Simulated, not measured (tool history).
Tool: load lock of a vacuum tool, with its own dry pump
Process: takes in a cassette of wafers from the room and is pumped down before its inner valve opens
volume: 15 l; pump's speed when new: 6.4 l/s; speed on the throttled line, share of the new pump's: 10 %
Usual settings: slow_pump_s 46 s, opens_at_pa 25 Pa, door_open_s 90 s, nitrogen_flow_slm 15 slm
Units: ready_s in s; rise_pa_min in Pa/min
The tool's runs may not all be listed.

run    hour  slow_pump_s  opens_at_pa  door_open_s  nitrogen_flow_slm  incoming humidity of the room's air, %  ready_s  rise_pa_min
  1     0.0           46           25           90                 15                                    46.1     62.1        0.124
  2   190.1           46           25           90                  8                                    44.4     62.1        0.135
  3   486.3           46           25           90                  8                                    47.2     61.9        0.147
  4   797.7           46           25           90                  5                                    47.5     62.2        0.167
  5  1228.9           46           25           90                  5                                    43.4     61.9        0.172
  6  1539.1           46           25           90                  5                                    46.7     62.0        0.180
  7  1873.1           46           25           90                  5                                    45.9     62.1        0.184
  8  2290.7           46           25           90                  5                                    47.5     62.3        0.199
  9  2578.6           46           25           90                  5                                    46.7     62.2        0.205
 10  2795.0           46           25           90                  5                                    45.2     62.3        0.207
 11  3229.9           46           25           90                  5                                    44.9     62.5        0.229
 12  3638.1           24           25           26                  5                                    43.6     42.5        0.205
 13  3951.4           26           24           52                 13                                    45.0     44.5        0.225
 14  4139.0           26           25          184                 15                                    48.8     44.4        0.264
 15  4536.0           80           25          160                 12                                    46.5     93.0        0.269
 16  4993.2           49           27          160                 12                                    44.8     64.7        0.291
 17  5308.7           49           27          160                 12                                    47.7     65.2        0.298
 18  5541.1           44           27          160                 33                                    46.1     60.5        0.287
 19  5927.7           44           27          160                 33                                    46.1     61.0        0.312
 20  6343.2           44           27          160                 33                                    45.6     61.1        0.320
 21  6565.6           46           24           39                  9                                    44.5     63.2        0.326

3 ways to go on from here, each from the tool as it stands after run 21. What would each give?
  A  6790.9           46           24           39                  8                                    44.3        ?            ?
  B  6790.9           46           25           90                 26                                    47.4        ?            ?
  C  6790.9           41           24           78                 10                                    44.6        ?            ?

run  ready_s  rise_pa_min
  A     63.0        0.339
  B     62.8        0.337
  C     58.4        0.342
Without the tool's hidden state the same runs would have given:
run  ready_s  rise_pa_min
  A     61.1        0.043
  B     60.9        0.042
  C     56.4        0.050

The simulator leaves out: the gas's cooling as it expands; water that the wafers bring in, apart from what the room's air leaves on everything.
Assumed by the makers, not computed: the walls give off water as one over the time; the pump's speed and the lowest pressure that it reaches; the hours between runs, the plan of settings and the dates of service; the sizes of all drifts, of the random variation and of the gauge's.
